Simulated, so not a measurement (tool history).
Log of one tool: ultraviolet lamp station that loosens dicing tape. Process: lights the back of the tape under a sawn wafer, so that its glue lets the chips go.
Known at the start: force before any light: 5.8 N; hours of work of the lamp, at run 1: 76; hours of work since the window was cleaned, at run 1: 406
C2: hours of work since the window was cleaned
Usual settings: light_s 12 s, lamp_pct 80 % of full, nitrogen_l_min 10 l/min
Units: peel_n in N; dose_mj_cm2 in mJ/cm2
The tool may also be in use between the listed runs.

run 1 hour=0.0 | light_s=12 lamp_pct=80 nitrogen_l_min=10 | hours_of_work_of_the_lamp=76 C2=406 | peel_n=0.567 dose_mj_cm2=501
run 2 hour=30.1 | light_s=12 lamp_pct=80 nitrogen_l_min=10 | hours_of_work_of_the_lamp=96 C2=426 | peel_n=0.599 dose_mj_cm2=498
run 3 hour=57.2 | light_s=12 lamp_pct=80 nitrogen_l_min=10 | hours_of_work_of_the_lamp=115 C2=445 | peel_n=0.612 dose_mj_cm2=490
run 4 hour=79.1 | light_s=12 lamp_pct=80 nitrogen_l_min=10 | hours_of_work_of_the_lamp=130 C2=460 | peel_n=0.621 dose_mj_cm2=481
-- hour=99.8 window cleaned of glue's vapour
run 5 hour=101.8 | light_s=12 lamp_pct=80 nitrogen_l_min=10 | hours_of_work_of_the_lamp=145 C2=1 | peel_n=0.477 dose_mj_cm2=544
run 6 hour=125.6 | light_s=12 lamp_pct=80 nitrogen_l_min=10 | hours_of_work_of_the_lamp=161 C2=18 | peel_n=0.484 dose_mj_cm2=544
run 7 hour=151.4 | light_s=12 lamp_pct=80 nitrogen_l_min=10 | hours_of_work_of_the_lamp=179 C2=35 | peel_n=0.482 dose_mj_cm2=545
run 8 hour=183.7 | light_s=12 lamp_pct=80 nitrogen_l_min=10 | hours_of_work_of_the_lamp=201 C2=57 | peel_n=0.525 dose_mj_cm2=537

The next listed run, before its measurement:
run 9 hour=211.2 | light_s=19 lamp_pct=87 nitrogen_l_min=10 | hours_of_work_of_the_lamp=220 C2=76 | peel_n=? dose_mj_cm2=?

peel_n: 0.206 N
dose_mj_cm2: 908 mJ/cm2
Without the tool's hidden state the same run would have given peel_n 0.186 N, dose_mj_cm2 998 mJ/cm2.

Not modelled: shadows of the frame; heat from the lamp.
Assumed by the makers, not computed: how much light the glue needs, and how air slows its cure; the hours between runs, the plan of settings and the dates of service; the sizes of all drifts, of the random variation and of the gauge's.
